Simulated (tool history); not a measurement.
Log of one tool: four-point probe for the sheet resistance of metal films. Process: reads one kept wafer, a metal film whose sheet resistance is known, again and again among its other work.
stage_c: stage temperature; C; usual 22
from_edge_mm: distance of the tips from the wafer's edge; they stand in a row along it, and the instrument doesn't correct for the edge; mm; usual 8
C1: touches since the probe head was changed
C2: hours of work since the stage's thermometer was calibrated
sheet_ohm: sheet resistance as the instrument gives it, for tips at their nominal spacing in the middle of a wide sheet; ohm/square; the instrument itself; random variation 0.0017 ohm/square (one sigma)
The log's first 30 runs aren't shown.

Run 31, hour 2189.8: usual settings but stage_c 19 C, from_edge_mm 11 mm; C1 20434; C2 763. Result: sheet_ohm 8.280744 ohm/square.
Run 32, hour 2290.8: usual settings but stage_c 19 C, from_edge_mm 11 mm; C1 23311; C2 830. Result: sheet_ohm 8.282288 ohm/square.
Run 33, hour 2338.6: usual settings but stage_c 25 C, from_edge_mm 20 mm; C1 24669; C2 862. Result: sheet_ohm 8.274854 ohm/square.
Run 34, hour 2411.5: usual settings but stage_c 21 C, from_edge_mm 9 mm; C1 26746; C2 910. Result: sheet_ohm 8.285826 ohm/square.
Run 35, hour 2495.5: usual settings but stage_c 28 C, from_edge_mm 4 mm; C1 29138; C2 966. Result: sheet_ohm 8.342261 ohm/square.
Run 36, hour 2588.3: usual settings but stage_c 28 C, from_edge_mm 4 mm; C1 31780; C2 1027. Result: sheet_ohm 8.341508 ohm/square.
Run 37, hour 2675.4: usual settings but stage_c 27 C, from_edge_mm 6 mm; C1 34259; C2 1085. Result: sheet_ohm 8.304702 ohm/square.
Run 38, hour 2724.6: usual settings but stage_c 23 C, from_edge_mm 11 mm; C1 35657; C2 1117. Result: sheet_ohm 8.28046 ohm/square.
Run 39, hour 2793.5: usual settings but stage_c 35 C, from_edge_mm 15 mm; C1 37620; C2 1163. Result: sheet_ohm 8.27761 ohm/square.
Run 40, hour 2845.7: usual settings but stage_c 23 C, from_edge_mm 26 mm; C1 39106; C2 1197. Result: sheet_ohm 8.270322 ohm/square.
Run 41, hour 2949: usual settings but stage_c 30 C, from_edge_mm 30 mm; C1 42048; C2 1266. Result: sheet_ohm 8.272771 ohm/square.
Run 42, hour 3056.1: usual settings but stage_c 30 C, from_edge_mm 30 mm; C1 45096; C2 1337. Result: sheet_ohm 8.272394 ohm/square.
Run 43, hour 3144.1: usual settings but stage_c 20 C, from_edge_mm 26 mm; C1 47601; C2 1395. Result: sheet_ohm 8.272758 ohm/square.
Run 44, hour 3246.7: usual settings but stage_c 32 C, from_edge_mm 31 mm; C1 50521; C2 1463. Result: sheet_ohm 8.273369 ohm/square.

Forecast each of these 5 alternatives for the next run:
Run A, hour 3323.9: usual settings but stage_c 21 C, from_edge_mm 9 mm; C1 52718; C2 1514. Result: sheet_ohm ?.
Run B, hour 3323.9: usual settings but stage_c 24 C, from_edge_mm 31 mm; C1 52718; C2 1514. Result: sheet_ohm ?.
Run C, hour 3323.9: usual settings but stage_c 33 C, from_edge_mm 25 mm; C1 52718; C2 1514. Result: sheet_ohm ?.
Run D, hour 3323.9: usual settings but stage_c 35 C; C1 52718; C2 1514. Result: sheet_ohm ?.
Run E, hour 3323.9: usual settings but stage_c 21 C, from_edge_mm 6 mm; C1 52718; C2 1514. Result: sheet_ohm ?.

run  sheet_ohm
  A   8.285448
  B   8.271004
  C   8.272067
  D   8.287858
  E   8.302867
Without the tool's hidden state the same runs would have given:
run  sheet_ohm
  A   8.284286
  B   8.269846
  C   8.270915
  D   8.286704
  E   8.301703

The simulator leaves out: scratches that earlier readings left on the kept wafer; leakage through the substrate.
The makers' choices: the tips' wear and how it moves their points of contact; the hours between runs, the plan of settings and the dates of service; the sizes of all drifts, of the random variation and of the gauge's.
